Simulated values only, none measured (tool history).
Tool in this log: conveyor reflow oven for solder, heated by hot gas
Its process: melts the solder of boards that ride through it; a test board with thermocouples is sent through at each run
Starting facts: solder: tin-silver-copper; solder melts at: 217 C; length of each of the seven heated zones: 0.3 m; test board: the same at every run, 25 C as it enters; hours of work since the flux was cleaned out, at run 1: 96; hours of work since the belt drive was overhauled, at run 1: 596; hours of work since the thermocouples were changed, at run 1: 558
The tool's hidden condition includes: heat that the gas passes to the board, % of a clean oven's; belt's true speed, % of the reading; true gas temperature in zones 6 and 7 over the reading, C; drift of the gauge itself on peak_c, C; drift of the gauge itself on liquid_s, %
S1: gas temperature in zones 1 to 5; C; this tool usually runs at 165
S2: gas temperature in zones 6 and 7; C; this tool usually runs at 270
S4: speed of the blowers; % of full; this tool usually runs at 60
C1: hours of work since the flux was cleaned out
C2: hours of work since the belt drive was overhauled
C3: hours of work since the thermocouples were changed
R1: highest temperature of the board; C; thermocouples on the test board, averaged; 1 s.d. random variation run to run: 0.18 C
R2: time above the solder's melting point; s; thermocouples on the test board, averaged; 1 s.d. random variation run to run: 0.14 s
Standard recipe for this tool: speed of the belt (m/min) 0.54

run 1 hour=0 | S1=165 S2=270 speed_of_the_belt_(m/min)=0.54 S4=60 | C1=96 C2=596 C3=558 | R1=247.5 R2=43.2
run 2 hour=37.7 | S1=165 S2=270 speed_of_the_belt_(m/min)=0.54 S4=60 | C1=122 C2=621 C3=584 | R1=247 R2=43.1
run 3 hour=54.8 | S1=165 S2=270 speed_of_the_belt_(m/min)=0.54 S4=60 | C1=133 C2=632 C3=595 | R1=247 R2=43
run 4 hour=73.1 | S1=165 S2=270 speed_of_the_belt_(m/min)=0.54 S4=60 | C1=145 C2=645 C3=607 | R1=247 R2=42.8
run 5 hour=105.4 | S1=165 S2=270 speed_of_the_belt_(m/min)=0.54 S4=60 | C1=167 C2=666 C3=629 | R1=246.6 R2=42.7
run 6 hour=128.1 | S1=165 S2=270 speed_of_the_belt_(m/min)=0.54 S4=60 | C1=182 C2=682 C3=644 | R1=246.9 R2=42.8
run 7 hour=153.3 | S1=180 S2=270 speed_of_the_belt_(m/min)=0.54 S4=60 | C1=199 C2=698 C3=661 | R1=249.5 R2=49.5
run 8 hour=173.8 | S1=180 S2=270 speed_of_the_belt_(m/min)=0.54 S4=60 | C1=213 C2=712 C3=675 | R1=249.8 R2=49.5
run 9 hour=191.9 | S1=180 S2=270 speed_of_the_belt_(m/min)=0.54 S4=60 | C1=225 C2=724 C3=687 | R1=249.3 R2=49.5
run 10 hour=216.4 | S1=180 S2=270 speed_of_the_belt_(m/min)=0.54 S4=60 | C1=241 C2=741 C3=703 | R1=248.8 R2=49.2
run 11 hour=249.4 | S1=165 S2=270 speed_of_the_belt_(m/min)=0.54 S4=60 | C1=264 C2=763 C3=725 | R1=246.1 R2=41.7
run 12 hour=272.6 | S1=165 S2=270 speed_of_the_belt_(m/min)=0.54 S4=60 | C1=279 C2=778 C3=741 | R1=245.7 R2=42.1
run 13 hour=302.5 | S1=165 S2=270 speed_of_the_belt_(m/min)=0.54 S4=60 | C1=299 C2=798 C3=761 | R1=245.7 R2=41.8
-- hour=308.6 belt drive overhauled, speed set with a stopwatch
-- hour=324.8 flux residue cleaned out of gas plates and filters
run 14 hour=343.2 | S1=165 S2=270 speed_of_the_belt_(m/min)=0.54 S4=60 | C1=12 C2=20 C3=782 | R1=247.9 R2=43.9
run 15 hour=376.2 | S1=165 S2=270 speed_of_the_belt_(m/min)=0.54 S4=60 | C1=34 C2=42 C3=804 | R1=247.5 R2=44
run 16 hour=414.6 | S1=165 S2=270 speed_of_the_belt_(m/min)=0.54 S4=60 | C1=60 C2=68 C3=830 | R1=247.3 R2=43.5
run 17 hour=431.7 | S1=165 S2=270 speed_of_the_belt_(m/min)=0.54 S4=60 | C1=72 C2=79 C3=842 | R1=247.3 R2=43.6

Run 18 comes next. What will it give?
run 18 hour=470.1 | S1=165 S2=270 speed_of_the_belt_(m/min)=0.54 S4=73 | C1=97 C2=105 C3=867 | R1=? R2=?

R1: 250.3 C
R2: 46.6 s
If the tool had no hidden condition, the same run with the same run-to-run variation would have returned R1 252.7 C, R2 47.5 s.
